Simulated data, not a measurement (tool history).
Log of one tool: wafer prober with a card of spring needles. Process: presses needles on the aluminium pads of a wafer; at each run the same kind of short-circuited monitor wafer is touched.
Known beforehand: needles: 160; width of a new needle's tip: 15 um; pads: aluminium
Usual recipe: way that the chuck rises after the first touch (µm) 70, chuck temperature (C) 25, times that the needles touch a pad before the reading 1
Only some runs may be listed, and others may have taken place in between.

| run | hour | way that the chuck rises after the first touch (µm) | chuck temperature (C) | times that the needles touch a pad before the reading | resistance of one needle with its contact and lead (mohm) | way that a needle slides on the pad (µm) |
|---|---|---|---|---|---|---|
| 1 | 0.0 | 70 | 25 | 1 | 212 | 9.36 |
| 2 | 7.0 | 70 | 25 | 1 | 268 | 9.39 |
| 3 | 15.1 | 70 | 25 | 1 | 299 | 9.35 |
|  | 18.7 | tips cleaned on abrasive film |
| 4 | 21.7 | 70 | 25 | 3 | 246 | 9.35 |
| 5 | 29.6 | 70 | 25 | 2 | 286 | 9.32 |
|  | 40.7 | tips cleaned on abrasive film |
| 6 | 43.1 | 70 | 25 | 2 | 205 | 9.34 |
| 7 | 49.4 | 70 | 25 | 1 | 266 | 9.35 |
| 8 | 58.3 | 78 | 25 | 1 | 285 | 10.42 |
|  | 61.9 | tips cleaned on abrasive film |
| 9 | 68.7 | 78 | 25 | 1 | 237 | 10.39 |
| 10 | 82.2 | 78 | 25 | 1 | 286 | 10.42 |
|  | 84.1 | tips cleaned on abrasive film |
| 11 | 89.2 | 70 | 109 | 1 | 250 | 9.30 |
|  | 91.8 | tips cleaned on abrasive film, once more |
|  | 94.1 | height of the first contact set anew |
| 12 | 96.8 | 70 | 109 | 1 | 242 | 9.59 |
| 13 | 108.0 | 70 | 80 | 1 | 296 | 9.60 |
|  | 113.8 | tips cleaned on abrasive film |
| 14 | 120.8 | 70 | 80 | 1 | 263 | 9.59 |
| 15 | 126.5 | 70 | 25 | 1 | 285 | 9.58 |
|  | 135.0 | tips cleaned on abrasive film |
| 16 | 138.0 | 70 | 93 | 1 | 232 | 9.58 |
| 17 | 149.3 | 70 | 93 | 1 | 297 | 9.56 |
|  | 156.6 | tips cleaned on abrasive film |
| 18 | 157.7 | 76 | 28 | 2 | 189 | 10.35 |
| 19 | 164.4 | 65 | 28 | 2 | 238 | 8.89 |
|  | 178.0 | tips cleaned on abrasive film |
| 20 | 178.0 | 70 | 25 | 2 | 191 | 9.53 |
| 21 | 185.4 | 60 | 35 | 3 | 226 | 8.19 |
| 22 | 195.9 | 60 | 27 | 1 | 344 | 8.13 |
|  | 200.1 | tips cleaned on abrasive film |
| 23 | 209.7 | 79 | 80 | 1 | 257 | 10.75 |
| 24 | 217.3 | 70 | 123 | 2 | 264 | 9.51 |
|  | 222.1 | tips cleaned on abrasive film |
| 25 | 227.3 | 60 | 34 | 1 | 268 | 8.11 |
| 26 | 238.2 | 75 | 26 | 2 | 242 | 10.22 |
|  | 243.8 | tips cleaned on abrasive film |
| 27 | 245.7 | 56 | 107 | 2 | 229 | 7.59 |
| 28 | 257.1 | 56 | 107 | 2 | 285 | 7.59 |
|  | 265.7 | tips cleaned on abrasive film |
| 29 | 270.1 | 61 | 33 | 2 | 221 | 8.20 |
| 30 | 277.9 | 51 | 43 | 2 | 299 | 6.86 |
|  | 287.4 | tips cleaned on abrasive film |
| 31 | 291.7 | 51 | 43 | 2 | 252 | 6.86 |
| 32 | 303.1 | 84 | 48 | 1 | 268 | 11.37 |
|  | 309.4 | tips cleaned on abrasive film |
| 33 | 311.1 | 58 | 65 | 2 | 219 | 7.79 |
| 34 | 321.1 | 70 | 35 | 2 | 248 | 9.47 |

Branching from run 34: 4 alternative next runs. What would each branch give?
| A | 330.1 | 68 | 116 | 2 | ? | ? |
| B | 330.1 | 51 | 44 | 1 | ? | ? |
| C | 330.1 | 70 | 122 | 1 | ? | ? |
| D | 330.1 | 70 | 96 | 2 | ? | ? |

| run | resistance of one needle with its contact and lead (mohm) | way that a needle slides on the pad (µm) |
|---|---|---|
| A | 272 | 9.18 |
| B | 427 | 6.85 |
| C | 319 | 9.44 |
| D | 266 | 9.48 |
Stripped of hidden state, with their random variation kept, the same runs would have yielded:
| run | resistance of one needle with its contact and lead (mohm) | way that a needle slides on the pad (µm) |
|---|---|---|
| A | 198 | 9.31 |
| B | 191 | 6.98 |
| C | 202 | 9.57 |
| D | 194 | 9.61 |
